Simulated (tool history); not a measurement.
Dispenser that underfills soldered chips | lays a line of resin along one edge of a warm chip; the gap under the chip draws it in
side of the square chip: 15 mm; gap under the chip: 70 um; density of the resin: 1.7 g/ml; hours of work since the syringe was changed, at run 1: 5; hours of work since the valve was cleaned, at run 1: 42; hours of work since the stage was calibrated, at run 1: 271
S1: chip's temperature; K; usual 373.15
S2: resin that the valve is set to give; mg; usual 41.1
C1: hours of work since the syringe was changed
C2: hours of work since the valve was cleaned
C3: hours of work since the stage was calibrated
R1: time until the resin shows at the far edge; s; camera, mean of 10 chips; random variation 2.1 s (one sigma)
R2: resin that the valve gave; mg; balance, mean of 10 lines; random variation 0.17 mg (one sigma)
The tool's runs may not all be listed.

run 1 day=0 | S1=373.15 S2=41.1 | C1=5 C2=42 C3=271 | R1=334.4 R2=39.77
-- day=0.196 new syringe of resin
run 2 day=0.317 | S1=373.15 S2=41.1 | C1=2 C2=46 C3=275 | R1=253.9 R2=39.85
-- day=0.721 new syringe of resin
-- day=0.804 dispensing valve cleaned and set on the balance
run 3 day=0.85 | S1=373.15 S2=41.1 | C1=1 C2=1 C3=282 | R1=244.5 R2=41.12
run 4 day=1.246 | S1=373.15 S2=41.1 | C1=7 C2=6 C3=288 | R1=370.4 R2=41.13
-- day=1.292 new syringe of resin
run 5 day=1.717 | S1=373.15 S2=41.1 | C1=6 C2=13 C3=295 | R1=372 R2=40.9
-- day=1.833 new syringe of resin
run 6 day=1.975 | S1=373.15 S2=41.1 | C1=2 C2=17 C3=298 | R1=260.8 R2=40.36
-- day=2.367 new syringe of resin
run 7 day=2.492 | S1=373.15 S2=41.1 | C1=2 C2=24 C3=306 | R1=259.9 R2=40.49
-- day=2.9 new syringe of resin
run 8 day=2.992 | S1=364.15 S2=41.1 | C1=1 C2=31 C3=313 | R1=349.7 R2=40.4
run 9 day=3.333 | S1=373.15 S2=41.1 | C1=6 C2=36 C3=318 | R1=367.9 R2=40.09
-- day=3.45 new syringe of resin
run 10 day=3.796 | S1=373.15 S2=45 | C1=5 C2=43 C3=324 | R1=329.7 R2=43.57
-- day=3.967 new syringe of resin
run 11 day=4.162 | S1=367.15 S2=41.1 | C1=3 C2=48 C3=329 | R1=346 R2=39.83
-- day=4.483 new syringe of resin
-- day=4.525 dispensing valve cleaned and set on the balance
run 12 day=4.758 | S1=367.15 S2=41.1 | C1=3 C2=3 C3=337 | R1=367.3 R2=40.9
-- day=5.042 new syringe of resin
run 13 day=5.212 | S1=367.15 S2=41.1 | C1=2 C2=10 C3=344 | R1=330.6 R2=40.95
-- day=5.562 new syringe of resin
run 14 day=5.721 | S1=367.15 S2=41.1 | C1=2 C2=17 C3=351 | R1=334.6 R2=40.46
-- day=6.092 new syringe of resin
run 15 day=6.121 | S1=375.15 S2=52.3 | C1=0 C2=23 C3=356 | R1=218 R2=51.42
run 16 day=6.504 | S1=382.15 S2=37.4 | C1=6 C2=28 C3=362 | R1=274.9 R2=36.75
-- day=6.633 new syringe of resin
run 17 day=6.821 | S1=364.15 S2=35.5 | C1=3 C2=33 C3=366 | R1=401.8 R2=34.89
-- day=7.196 new syringe of resin
run 18 day=7.217 | S1=367.15 S2=43 | C1=0 C2=38 C3=372 | R1=285.1 R2=41.72
run 19 day=7.642 | S1=361.15 S2=38.5 | C1=7 C2=44 C3=378 | R1=584.7 R2=37.25
-- day=7.733 new syringe of resin
run 20 day=7.912 | S1=368.15 S2=46.5 | C1=3 C2=48 C3=382 | R1=325.3 R2=44.43

The next listed run, before its measurement:
-- day=8.233 dispensing valve cleaned and set on the balance
-- day=8.312 new syringe of resin
run 21 day=8.317 | S1=358.15 S2=37.7 | C1=0 C2=1 C3=387 | R1=? R2=?

Run 21 gave R1 403.7 s, R2 37.63 mg.
Without the tool's hidden state the same run would have given R1 365.1 s, R2 37.63 mg.

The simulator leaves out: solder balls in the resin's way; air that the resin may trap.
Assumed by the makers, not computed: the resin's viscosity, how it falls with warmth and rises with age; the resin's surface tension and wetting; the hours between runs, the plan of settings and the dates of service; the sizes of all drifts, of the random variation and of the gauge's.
